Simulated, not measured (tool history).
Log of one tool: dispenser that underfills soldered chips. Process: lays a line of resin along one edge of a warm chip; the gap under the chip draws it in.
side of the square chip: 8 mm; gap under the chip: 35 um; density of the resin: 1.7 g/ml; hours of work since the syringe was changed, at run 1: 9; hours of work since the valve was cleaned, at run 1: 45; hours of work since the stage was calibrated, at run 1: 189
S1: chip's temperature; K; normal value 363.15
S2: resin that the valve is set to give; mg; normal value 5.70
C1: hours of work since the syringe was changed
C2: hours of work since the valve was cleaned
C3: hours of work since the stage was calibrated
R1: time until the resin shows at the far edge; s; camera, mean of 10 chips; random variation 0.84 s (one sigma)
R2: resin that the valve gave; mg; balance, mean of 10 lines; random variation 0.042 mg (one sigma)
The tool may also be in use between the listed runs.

run    day      S1    S2  C1   C2   C3     R1    R2
  1  0.000  363.15  5.70   9   45  189  152.8  5.59
     0.212  -- new syringe of resin
  2  0.554  363.15  5.70   5   53  197  107.5  5.53
  3  0.988  353.15  5.70  11   60  203  277.9  5.52
     1.079  -- new syringe of resin
  4  1.429  353.15  5.70   5   66  209  181.8  5.44
  5  1.742  353.15  5.70  10   70  214  252.6  5.51
     1.925  -- new syringe of resin
  6  2.283  353.15  5.70   5   78  222  176.5  5.54
     2.779  -- new syringe of resin
  7  2.783  353.15  5.70   0   85  229  124.5  5.50
  8  3.104  363.15  6.36   5   90  233  106.3  6.02
  9  3.512  363.15  5.70  11   96  239  167.2  5.42
     3.633  -- new syringe of resin
 10  3.800  363.15  5.70   2  100  243   90.5  5.38
 11  4.117  375.15  5.15   7  105  248   74.1  4.84
     4.479  -- new syringe of resin
 12  4.675  375.15  5.15   3  113  256   56.5  4.80
 13  5.150  363.15  5.67  10  120  263  159.7  5.31
     5.321  -- new syringe of resin
 14  5.750  363.15  5.67   6  128  271  119.8  5.23
     6.154  -- new syringe of resin
 15  6.154  363.15  5.67   0  134  277   76.9  5.29
 16  6.479  361.15  4.99   5  139  282  122.7  4.59
     6.646  -- dispensing valve cleaned and set on the balance
 17  6.800  362.15  6.96   9    2  286  149.5  6.98

Here are 5 independent what-if runs from the current tool condition. What would each one return?
     7.050  -- new syringe of resin
  A  7.183  361.15  6.78   2   8  291   ?   ?
     7.050  -- new syringe of resin
  B  7.183  352.15  5.28   2   8  291   ?   ?
     7.050  -- new syringe of resin
  C  7.183  351.15  6.23   2   8  291   ?   ?
     7.050  -- new syringe of resin
  D  7.183  361.15  7.18   2   8  291   ?   ?
     7.050  -- new syringe of resin
  E  7.183  375.15  5.39   2   8  291   ?   ?

run     R1    R2
  A   95.2  6.78
  B  154.3  5.32
  C  158.4  6.18
  D   96.5  7.15
  E   51.1  5.34
With no hidden state in the tool, these same runs would have given:
run     R1    R2
  A   84.3  6.80
  B  136.8  5.34
  C  140.7  6.20
  D   85.5  7.18
  E   45.1  5.36

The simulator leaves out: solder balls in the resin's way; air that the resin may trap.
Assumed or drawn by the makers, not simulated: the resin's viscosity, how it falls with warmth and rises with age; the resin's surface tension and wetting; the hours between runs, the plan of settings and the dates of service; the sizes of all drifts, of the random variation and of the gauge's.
